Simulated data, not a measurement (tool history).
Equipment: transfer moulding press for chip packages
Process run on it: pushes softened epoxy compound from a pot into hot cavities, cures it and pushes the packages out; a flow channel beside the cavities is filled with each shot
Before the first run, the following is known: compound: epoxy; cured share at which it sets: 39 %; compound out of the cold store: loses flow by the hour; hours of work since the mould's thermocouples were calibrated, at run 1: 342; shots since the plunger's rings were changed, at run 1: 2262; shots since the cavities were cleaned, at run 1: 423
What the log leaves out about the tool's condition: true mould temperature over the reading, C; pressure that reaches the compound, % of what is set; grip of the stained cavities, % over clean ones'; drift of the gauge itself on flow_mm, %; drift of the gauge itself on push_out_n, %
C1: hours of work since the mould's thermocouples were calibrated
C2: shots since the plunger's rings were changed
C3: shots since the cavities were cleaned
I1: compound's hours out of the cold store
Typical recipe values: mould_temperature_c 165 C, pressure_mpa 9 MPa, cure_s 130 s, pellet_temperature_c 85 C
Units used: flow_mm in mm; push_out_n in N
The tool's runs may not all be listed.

Run 1, hour 0: usual settings; C1 342; C2 2262; C3 423; I1 30.7. Result: flow_mm 976 mm, push_out_n 236 N.
Run 2, hour 19.9: usual settings; C1 352; C2 2398; C3 559; I1 46.9. Result: flow_mm 935 mm, push_out_n 239 N.
Run 3, hour 29.4: usual settings; C1 357; C2 2462; C3 623; I1 8. Result: flow_mm 1031 mm, push_out_n 244 N.
Run 4, hour 46.6: usual settings; C1 365; C2 2579; C3 740; I1 35.6. Result: flow_mm 958 mm, push_out_n 243 N.
At hour 51.7: cavities cleaned with cleaning compound and waxed.
Run 5, hour 65: usual settings but mould_temperature_c 164 C; C1 374; C2 2694; C3 90; I1 25.2. Result: flow_mm 992 mm, push_out_n 245 N.
Run 6, hour 74.8: usual settings but pressure_mpa 10.86 MPa; C1 379; C2 2761; C3 157; I1 15.1. Result: flow_mm 1109 mm, push_out_n 251 N.
Run 7, hour 84.8: usual settings but pressure_mpa 10.86 MPa; C1 384; C2 2829; C3 225; I1 21.1. Result: flow_mm 1097 mm, push_out_n 241 N.
Run 8, hour 102.6: usual settings but pellet_temperature_c 84 C; C1 392; C2 2950; C3 346; I1 11. Result: flow_mm 1022 mm, push_out_n 248 N.
Run 9, hour 120.6: usual settings but pellet_temperature_c 84 C; C1 401; C2 3072; C3 468; I1 26. Result: flow_mm 981 mm, push_out_n 234 N.
Run 10, hour 136.4: usual settings but pellet_temperature_c 84 C; C1 409; C2 3180; C3 576; I1 38. Result: flow_mm 959 mm, push_out_n 237 N.
Run 11, hour 149.6: usual settings but pressure_mpa 6.84 MPa; C1 416; C2 3270; C3 666; I1 43.8. Result: flow_mm 822 mm, push_out_n 231 N.
At hour 166: cavities cleaned with cleaning compound and waxed.
Run 12, hour 166.9: usual settings but pressure_mpa 6.84 MPa; C1 424; C2 3377; C3 6; I1 14.7. Result: flow_mm 882 mm, push_out_n 236 N.
Run 13, hour 182.4: usual settings but pressure_mpa 6.84 MPa; C1 431; C2 3483; C3 112; I1 37.3. Result: flow_mm 835 mm, push_out_n 236 N.
Run 14, hour 193: usual settings but pressure_mpa 9.38 MPa; C1 437; C2 3555; C3 184; I1 40.1. Result: flow_mm 973 mm, push_out_n 224 N.
Run 15, hour 209: usual settings but pressure_mpa 9.08 MPa; C1 445; C2 3664; C3 293; I1 40.5. Result: flow_mm 951 mm, push_out_n 244 N.
Run 16, hour 221.2: usual settings but mould_temperature_c 162 C, pressure_mpa 10.82 MPa, cure_s 139 s, pellet_temperature_c 77 C; C1 451; C2 3747; C3 376; I1 33.8. Result: flow_mm 1084 mm, push_out_n 245 N.
Run 17, hour 232.8: usual settings but mould_temperature_c 162 C, cure_s 150 s; C1 456; C2 3826; C3 455; I1 41.8. Result: flow_mm 965 mm, push_out_n 237 N.
Run 18, hour 243.2: usual settings but mould_temperature_c 162 C, cure_s 123 s, pellet_temperature_c 82 C; C1 462; C2 3897; C3 526; I1 13.2. Result: flow_mm 1036 mm, push_out_n 272 N.
Run 19, hour 255.8: usual settings but mould_temperature_c 162 C, cure_s 123 s, pellet_temperature_c 82 C; C1 468; C2 3982; C3 611; I1 20.2. Result: flow_mm 1021 mm, push_out_n 284 N.
Run 20, hour 268: usual settings but mould_temperature_c 162 C, cure_s 123 s, pellet_temperature_c 82 C; C1 474; C2 4065; C3 694; I1 17.4. Result: flow_mm 1027 mm, push_out_n 277 N.
Run 21, hour 276.8: usual settings but pellet_temperature_c 77 C; C1 478; C2 4125; C3 754; I1 37.9. Result: flow_mm 953 mm, push_out_n 231 N.
At hour 279.4: cavities cleaned with cleaning compound and waxed.
Run 22, hour 297.4: usual settings but mould_temperature_c 169 C, pellet_temperature_c 77 C; C1 488; C2 4255; C3 122; I1 11.5. Result: flow_mm 994 mm, push_out_n 230 N.
Run 23, hour 311.9: usual settings but mould_temperature_c 169 C, pressure_mpa 9.91 MPa, pellet_temperature_c 76 C; C1 495; C2 4354; C3 221; I1 12.3. Result: flow_mm 1040 mm, push_out_n 218 N.
Run 24, hour 331.8: usual settings but mould_temperature_c 169 C, pressure_mpa 9.91 MPa, pellet_temperature_c 76 C; C1 505; C2 4490; C3 357; I1 44.7. Result: flow_mm 964 mm, push_out_n 225 N.
Run 25, hour 342.2: usual settings but mould_temperature_c 169 C, pressure_mpa 9.91 MPa, pellet_temperature_c 76 C; C1 510; C2 4560; C3 427; I1 16.4. Result: flow_mm 1032 mm, push_out_n 224 N.
Run 26, hour 360.5: usual settings but mould_temperature_c 169 C, pressure_mpa 9.91 MPa, pellet_temperature_c 76 C; C1 519; C2 4684; C3 551; I1 35.1. Result: flow_mm 989 mm, push_out_n 219 N.
Run 27, hour 372.8: usual settings but mould_temperature_c 157 C; C1 525; C2 4768; C3 635; I1 39.1. Result: flow_mm 1010 mm, push_out_n 341 N.
At hour 393.7: cavities cleaned with cleaning compound and waxed.
Run 28, hour 393.7: usual settings but mould_temperature_c 157 C; C1 535; C2 4900; C3 0; I1 45.3. Result: flow_mm 994 mm, push_out_n 329 N.
Run 29, hour 407.9: usual settings but pellet_temperature_c 77 C; C1 542; C2 4997; C3 97; I1 11.7. Result: flow_mm 1018 mm, push_out_n 220 N.
Run 30, hour 423.8: usual settings but mould_temperature_c 170 C, pressure_mpa 9.41 MPa, cure_s 158 s, pellet_temperature_c 77 C; C1 550; C2 5105; C3 205; I1 24.2. Result: flow_mm 980 mm, push_out_n 220 N.

Forecast each of these 3 alternatives for the next run:
Run A, hour 436.6: usual settings but mould_temperature_c 170 C, pressure_mpa 9.41 MPa, cure_s 121 s, pellet_temperature_c 76 C; C1 556; C2 5192; C3 292; I1 35.4. Result: flow_mm ?, push_out_n ?.
Run B, hour 436.6: usual settings but mould_temperature_c 166 C, pressure_mpa 8.62 MPa, cure_s 139 s, pellet_temperature_c 77 C; C1 556; C2 5192; C3 292; I1 39.4. Result: flow_mm ?, push_out_n ?.
Run C, hour 436.6: usual settings but mould_temperature_c 170 C, pressure_mpa 9.41 MPa, cure_s 169 s, pellet_temperature_c 79 C; C1 556; C2 5192; C3 292; I1 27.1. Result: flow_mm ?, push_out_n ?.

run  flow_mm  push_out_n
  A      952         218
  B      925         220
  C      972         223
With the hidden condition removed and each run's random variation left untouched, the same runs would have given:
run  flow_mm  push_out_n
  A      953         216
  B      926         218
  C      973         221
